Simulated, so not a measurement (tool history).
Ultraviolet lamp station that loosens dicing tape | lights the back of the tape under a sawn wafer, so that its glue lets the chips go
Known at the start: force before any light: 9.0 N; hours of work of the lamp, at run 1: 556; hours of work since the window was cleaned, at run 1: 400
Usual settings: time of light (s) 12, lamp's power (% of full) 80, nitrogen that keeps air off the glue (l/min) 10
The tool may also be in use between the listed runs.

| run | day | time of light (s) | lamp's power (% of full) | nitrogen that keeps air off the glue (l/min) | hours of work of the lamp | hours of work since the window was cleaned | force that peels the tape off (N) | light that reached the tape (J/m2) |
|---|---|---|---|---|---|---|---|---|
| 1 | 0 | 12 | 80 | 10 | 556 | 400 | 0.316 | 3280 |
| 2 | 0.683 | 9 | 80 | 10 | 567 | 411 | 0.602 | 2510 |
| 3 | 1.342 | 9 | 68 | 10 | 577 | 421 | 0.887 | 2090 |
| 4 | 2.121 | 12 | 79 | 10 | 590 | 434 | 0.325 | 3230 |
| 5 | 2.775 | 12 | 85 | 10 | 601 | 444 | 0.287 | 3440 |
| 6 | 3.392 | 12 | 85 | 7 | 610 | 454 | 0.39 | 3460 |
| 7 | 4.025 | 12 | 64 | 10 | 621 | 464 | 0.576 | 2610 |
| 8 | 4.808 | 12 | 80 | 10 | 633 | 477 | 0.345 | 3170 |
| 9 | 5.442 | 12 | 80 | 10 | 643 | 487 | 0.342 | 3180 |
| 10 | 5.9 | 12 | 80 | 10 | 651 | 495 | 0.341 | 3190 |
| 11 | 6.546 | 12 | 80 | 10 | 661 | 505 | 0.349 | 3180 |
| 12 | 7.254 | 12 | 80 | 10 | 673 | 516 | 0.341 | 3120 |
|  | 7.679 | window cleaned of glue's vapour |
| 13 | 8.021 | 12 | 80 | 10 | 685 | 5 | 0.332 | 3330 |
| 14 | 8.492 | 12 | 80 | 10 | 692 | 13 | 0.314 | 3260 |
| 15 | 9.288 | 12 | 80 | 10 | 705 | 26 | 0.325 | 3200 |
| 16 | 10.008 | 8 | 64 | 14 | 716 | 37 | 0.973 | 1700 |
| 17 | 10.808 | 8 | 64 | 14 | 729 | 50 | 1.082 | 1690 |
| 18 | 11.679 | 8 | 64 | 14 | 743 | 64 | 1.06 | 1700 |
| 19 | 12.417 | 8 | 64 | 14 | 755 | 76 | 1.03 | 1680 |
| 20 | 13.15 | 12 | 82 | 10 | 767 | 88 | 0.318 | 3240 |
| 21 | 13.954 | 12 | 82 | 10 | 780 | 101 | 0.331 | 3230 |
| 22 | 14.538 | 13 | 96 | 5 | 789 | 110 | 0.376 | 4020 |
| 23 | 15.396 | 13 | 96 | 5 | 803 | 124 | 0.388 | 3990 |
| 24 | 15.971 | 8 | 65 | 3 | 812 | 133 | 2.722 | 1660 |
| 25 | 16.608 | 8 | 78 | 14 | 823 | 143 | 0.726 | 1990 |
| 26 | 17.146 | 19 | 91 | 7 | 831 | 152 | 0.17 | 5600 |
| 27 | 17.604 | 12 | 80 | 19 | 838 | 159 | 0.234 | 3050 |
| 28 | 18.196 | 9 | 90 | 4 | 848 | 169 | 1.182 | 2580 |
| 29 | 18.971 | 9 | 76 | 5 | 860 | 181 | 1.39 | 2140 |
| 30 | 19.558 | 21 | 67 | 7 | 870 | 191 | 0.231 | 4390 |

Some steps in force that peels the tape off (N) between neighbouring runs. How much of each would the tool show without its hidden state too (settings, what came in, random variation), and how much is left for the hidden state, with any gauge scatter that isn't in both results?
The hidden state here: lamp's light, % of a new lamp's; light that the window lets through, % of a clean one's; drift of the gauge itself on peel_n, %; drift of the gauge itself on dose_mj_cm2, %.
Run 23 -> 24: time of light (s) 13 -> 8, lamp's power (% of full) 96 -> 65, nitrogen that keeps air off the glue (l/min) 5 -> 3. force that peels the tape off (N) +2.334: hidden state +0.668, all else +1.666.
Run 24 -> 25: lamp's power (% of full) 65 -> 78, nitrogen that keeps air off the glue (l/min) 3 -> 14. force that peels the tape off (N) -1.996: hidden state -0.489, all else -1.507.
Run 29 -> 30: time of light (s) 9 -> 21, lamp's power (% of full) 76 -> 67, nitrogen that keeps air off the glue (l/min) 5 -> 7. force that peels the tape off (N) -1.159: hidden state -0.536, all else -0.623.
